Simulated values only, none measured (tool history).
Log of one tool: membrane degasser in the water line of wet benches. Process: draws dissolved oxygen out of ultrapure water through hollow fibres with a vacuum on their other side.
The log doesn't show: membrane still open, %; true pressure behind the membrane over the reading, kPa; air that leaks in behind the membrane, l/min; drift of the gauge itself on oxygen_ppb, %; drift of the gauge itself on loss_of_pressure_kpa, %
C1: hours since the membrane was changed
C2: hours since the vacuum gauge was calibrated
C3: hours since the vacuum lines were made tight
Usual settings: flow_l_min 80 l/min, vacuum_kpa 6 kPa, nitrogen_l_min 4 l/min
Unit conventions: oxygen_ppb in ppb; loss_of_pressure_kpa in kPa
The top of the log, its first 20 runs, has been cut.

run 21 hour=3849.7 | flow_l_min=80 vacuum_kpa=6 nitrogen_l_min=4 | C1=13445 C2=1122 C3=3380 | oxygen_ppb=230.8 loss_of_pressure_kpa=50.43
run 22 hour=4061.3 | flow_l_min=77 vacuum_kpa=9.62 nitrogen_l_min=2.17 | C1=13657 C2=1333 C3=3591 | oxygen_ppb=526.8 loss_of_pressure_kpa=48.56
run 23 hour=4204.1 | flow_l_min=72 vacuum_kpa=7.34 nitrogen_l_min=4.15 | C1=13800 C2=1476 C3=3734 | oxygen_ppb=233.7 loss_of_pressure_kpa=45.24
run 24 hour=4337.1 | flow_l_min=109 vacuum_kpa=6 nitrogen_l_min=4 | C1=13933 C2=1609 C3=3867 | oxygen_ppb=454.8 loss_of_pressure_kpa=69.13
run 25 hour=4460.2 | flow_l_min=109 vacuum_kpa=6 nitrogen_l_min=4 | C1=14056 C2=1732 C3=3990 | oxygen_ppb=467.6 loss_of_pressure_kpa=68.74
run 26 hour=4619.3 | flow_l_min=53 vacuum_kpa=10.95 nitrogen_l_min=5.56 | C1=14215 C2=1891 C3=4149 | oxygen_ppb=194 loss_of_pressure_kpa=33.57
run 27 hour=4820.1 | flow_l_min=80 vacuum_kpa=4.42 nitrogen_l_min=4.34 | C1=14416 C2=2092 C3=4350 | oxygen_ppb=164.1 loss_of_pressure_kpa=50.79
run 28 hour=4980.7 | flow_l_min=89 vacuum_kpa=4.42 nitrogen_l_min=3.19 | C1=14576 C2=2253 C3=4511 | oxygen_ppb=243 loss_of_pressure_kpa=56.93
run 29 hour=5168.5 | flow_l_min=89 vacuum_kpa=9.68 nitrogen_l_min=9.83 | C1=14764 C2=2440 C3=4699 | oxygen_ppb=295 loss_of_pressure_kpa=56.58
run 30 hour=5380.6 | flow_l_min=51 vacuum_kpa=6 nitrogen_l_min=11.47 | C1=14976 C2=2653 C3=4911 | oxygen_ppb=47.2 loss_of_pressure_kpa=32.48
run 31 hour=5613.8 | flow_l_min=51 vacuum_kpa=6 nitrogen_l_min=11.47 | C1=15209 C2=2886 C3=5144 | oxygen_ppb=47.6 loss_of_pressure_kpa=32.55
run 32 hour=5780 | flow_l_min=80 vacuum_kpa=6 nitrogen_l_min=7.7 | C1=15376 C2=3052 C3=5310 | oxygen_ppb=180.5 loss_of_pressure_kpa=50.76
run 33 hour=5931.2 | flow_l_min=80 vacuum_kpa=6 nitrogen_l_min=7.7 | C1=15527 C2=3203 C3=5461 | oxygen_ppb=187.6 loss_of_pressure_kpa=50.96

Branching from run 33: 3 alternative next runs. What would each branch give?
run A hour=6080.3 | flow_l_min=67 vacuum_kpa=12.11 nitrogen_l_min=7.7 | C1=15676 C2=3352 C3=5610 | oxygen_ppb=? loss_of_pressure_kpa=?
run B hour=6080.3 | flow_l_min=80 vacuum_kpa=6 nitrogen_l_min=5.36 | C1=15676 C2=3352 C3=5610 | oxygen_ppb=? loss_of_pressure_kpa=?
run C hour=6080.3 | flow_l_min=121 vacuum_kpa=3.69 nitrogen_l_min=1.75 | C1=15676 C2=3352 C3=5610 | oxygen_ppb=? loss_of_pressure_kpa=?

run=A oxygen_ppb=238.6 loss_of_pressure_kpa=42.63
run=B oxygen_ppb=215.4 loss_of_pressure_kpa=51.41
run=C oxygen_ppb=465.8 loss_of_pressure_kpa=77.49
What these runs would have given with no unlogged condition in the tool:
run=A oxygen_ppb=216.5 loss_of_pressure_kpa=39.21
run=B oxygen_ppb=176 loss_of_pressure_kpa=47.3
run=C oxygen_ppb=363.6 loss_of_pressure_kpa=71.27
